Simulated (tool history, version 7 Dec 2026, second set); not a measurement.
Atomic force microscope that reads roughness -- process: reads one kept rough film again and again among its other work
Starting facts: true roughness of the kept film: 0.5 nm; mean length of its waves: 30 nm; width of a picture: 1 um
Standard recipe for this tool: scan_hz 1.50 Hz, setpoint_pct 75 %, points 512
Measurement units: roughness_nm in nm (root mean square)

run	hour	scan_hz	setpoint_pct	points	roughness_nm
1	0.0	1.50	75	512	0.417
2	15.7	1.50	75	512	0.416
# hour 31.6: new tip fitted
3	32.9	1.50	75	512	0.433
4	41.1	1.50	75	512	0.432
5	55.5	1.50	75	512	0.430
6	64.2	1.50	75	512	0.423
# hour 66.1: height scale calibrated on a step standard
7	79.1	1.50	81	512	0.412
8	91.0	1.01	73	571	0.439
9	102.8	0.74	58	282	0.450
10	109.8	0.74	62	282	0.448
11	119.6	2.96	80	512	0.353
# hour 129.8: new tip fitted
12	131.7	0.64	84	512	0.450
13	141.6	0.64	84	512	0.448
14	149.8	2.03	64	353	0.441

Consider 4 possible next runs. They are alternatives, not a sequence: every one starts from the tool as it was left by run 14. What does each give?
# hour 159.8: height scale calibrated on a step standard, once more
A	166.7	1.85	62	860	?
# hour 159.8: height scale calibrated on a step standard, once more
B	166.7	2.03	72	662	?
# hour 159.8: height scale calibrated on a step standard, once more
C	166.7	2.26	75	950	?
# hour 159.8: height scale calibrated on a step standard, once more
D	166.7	1.24	75	512	?

run	roughness_nm
A	0.448
B	0.420
C	0.406
D	0.433
Without the tool's unlogged condition, the same runs would have read:
run	roughness_nm
A	0.458
B	0.430
C	0.416
D	0.443
